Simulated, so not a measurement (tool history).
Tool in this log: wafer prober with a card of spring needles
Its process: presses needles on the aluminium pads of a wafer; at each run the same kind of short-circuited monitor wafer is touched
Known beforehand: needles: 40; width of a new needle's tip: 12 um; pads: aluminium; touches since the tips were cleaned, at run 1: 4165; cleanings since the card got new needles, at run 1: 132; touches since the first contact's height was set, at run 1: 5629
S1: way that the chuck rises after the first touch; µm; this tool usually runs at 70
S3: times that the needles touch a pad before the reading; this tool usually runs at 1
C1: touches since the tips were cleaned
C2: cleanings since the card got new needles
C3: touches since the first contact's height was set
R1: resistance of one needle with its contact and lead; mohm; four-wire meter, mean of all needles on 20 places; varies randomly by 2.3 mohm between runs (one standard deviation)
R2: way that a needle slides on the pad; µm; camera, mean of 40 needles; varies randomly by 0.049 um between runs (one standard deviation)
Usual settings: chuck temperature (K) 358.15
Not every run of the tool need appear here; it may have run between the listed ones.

Run 1, hour 0: usual settings; C1 4165; C2 132; C3 5629. Result: R1 359 mohm, R2 18.62 µm.
At hour 4.6: tips cleaned on abrasive film.
At hour 16.2: tips cleaned on abrasive film.
Run 2, hour 25.5: usual settings but S3 2; C1 5675; C2 134; C3 21144. Result: R1 329 mohm, R2 18.49 µm.
At hour 27.6: tips cleaned on abrasive film.
At hour 39.4: tips cleaned on abrasive film.
At hour 49.8: tips cleaned on abrasive film.
Run 3, hour 49.8: usual settings; C1 0; C2 137; C3 35884. Result: R1 275 mohm, R2 18.48 µm.
At hour 61.9: tips cleaned on abrasive film.
At hour 73.8: tips cleaned on abrasive film.
At hour 84.2: tips cleaned on abrasive film.
Run 4, hour 84.2: usual settings; C1 0; C2 140; C3 56765. Result: R1 275 mohm, R2 18.32 µm.
At hour 96: tips cleaned on abrasive film.
At hour 105.7: tips cleaned on abrasive film.
Run 5, hour 115: usual settings; C1 5740; C2 142; C3 75539. Result: R1 382 mohm, R2 18.43 µm.
At hour 117.5: tips cleaned on abrasive film.
At hour 127.2: tips cleaned on abrasive film.
At hour 139.2: tips cleaned on abrasive film.
At hour 150.9: tips cleaned on abrasive film.
At hour 161.6: tips cleaned on abrasive film.
Run 6, hour 161.6: usual settings; C1 0; C2 147; C3 103792. Result: R1 274 mohm, R2 18.39 µm.
At hour 173: tips cleaned on abrasive film.
At hour 184.7: tips cleaned on abrasive film.
At hour 194.4: tips cleaned on abrasive film.
At hour 205.3: tips cleaned on abrasive film.
Run 7, hour 205.3: usual settings; C1 0; C2 151; C3 130343. Result: R1 272 mohm, R2 18.25 µm.
At hour 217.3: tips cleaned on abrasive film.
At hour 229.3: tips cleaned on abrasive film.
At hour 238.9: tips cleaned on abrasive film.
Run 8, hour 243.2: usual settings; C1 2657; C2 154; C3 153427. Result: R1 339 mohm, R2 18.25 µm.
At hour 250.2: tips cleaned on abrasive film.
At hour 262.1: tips cleaned on abrasive film.
At hour 273.8: tips cleaned on abrasive film.
At hour 280.5: height of the first contact set anew.
At hour 285.4: tips cleaned on abrasive film.
Run 9, hour 289: usual settings but S1 59 µm, S3 2; C1 2175; C2 158; C3 5104. Result: R1 323 mohm, R2 15.63 µm.
At hour 296.2: tips cleaned on abrasive film.
At hour 305.9: tips cleaned on abrasive film.
Run 10, hour 311.1: usual settings but chuck temperature (K) 307.15, S3 2; C1 3215; C2 160; C3 18566. Result: R1 306 mohm, R2 18.51 µm.
At hour 315.9: tips cleaned on abrasive film.
At hour 325.6: tips cleaned on abrasive film.
At hour 335.2: tips cleaned on abrasive film.
At hour 347.1: tips cleaned on abrasive film.
Run 11, hour 347.1: usual settings but chuck temperature (K) 383.15, S3 2; C1 0; C2 164; C3 40383. Result: R1 279 mohm, R2 18.45 µm.
At hour 359.1: tips cleaned on abrasive film.
At hour 371.2: tips cleaned on abrasive film.
At hour 380.8: tips cleaned on abrasive film.
Run 12, hour 386.2: usual settings but chuck temperature (K) 383.15, S3 2; C1 3299; C2 167; C3 64177. Result: R1 328 mohm, R2 18.39 µm.
At hour 390.8: tips cleaned on abrasive film.
At hour 400.4: tips cleaned on abrasive film.
At hour 411.9: tips cleaned on abrasive film.
At hour 422.5: tips cleaned on abrasive film.
Run 13, hour 422.5: usual settings but S1 83 µm, chuck temperature (K) 309.15, S3 2; C1 0; C2 171; C3 86183. Result: R1 247 mohm, R2 21.76 µm.
At hour 434.3: tips cleaned on abrasive film.
At hour 445.5: tips cleaned on abrasive film.
Run 14, hour 445.5: usual settings but S1 80 µm, chuck temperature (K) 364.15, S3 2; C1 0; C2 173; C3 100160. Result: R1 270 mohm, R2 20.92 µm.
At hour 457.5: tips cleaned on abrasive film.
At hour 469.6: tips cleaned on abrasive film.
At hour 481.6: tips cleaned on abrasive film.
Run 15, hour 489.6: usual settings but S1 80 µm, chuck temperature (K) 364.15, S3 2; C1 4893; C2 176; C3 127012. Result: R1 320 mohm, R2 21 µm.
At hour 492.1: tips cleaned on abrasive film.
At hour 504.1: tips cleaned on abrasive film.
At hour 515.8: tips cleaned on abrasive film.
At hour 527.4: tips cleaned on abrasive film.
Run 16, hour 532.7: usual settings but S1 80 µm, chuck temperature (K) 364.15, S3 2; C1 3200; C2 180; C3 153181. Result: R1 307 mohm, R2 20.77 µm.

3 options for the next run, each taken on its own from the tool as it stands now. Forecast them:
At hour 537.2: tips cleaned on abrasive film.
At hour 546.8: tips cleaned on abrasive film.
Run A, hour 553.5: usual settings but S1 84 µm, chuck temperature (K) 298.15, S3 2; C1 4050; C2 182; C3 165812. Result: R1 ?, R2 ?.
At hour 537.2: tips cleaned on abrasive film.
At hour 546.8: tips cleaned on abrasive film.
Run B, hour 553.5: usual settings but S1 83 µm, chuck temperature (K) 320.15, S3 2; C1 4050; C2 182; C3 165812. Result: R1 ?, R2 ?.
At hour 537.2: tips cleaned on abrasive film.
At hour 546.8: tips cleaned on abrasive film.
Run C, hour 553.5: usual settings but S1 83 µm, chuck temperature (K) 357.15; C1 4050; C2 182; C3 165812. Result: R1 ?, R2 ?.

run   R1     R2
  A  298  21.73
  B  302  21.56
  C  340  21.57
With no hidden state in the tool, these same runs would have given:
run   R1     R2
  A  241   22.2
  B  246  22.03
  C  255  22.03
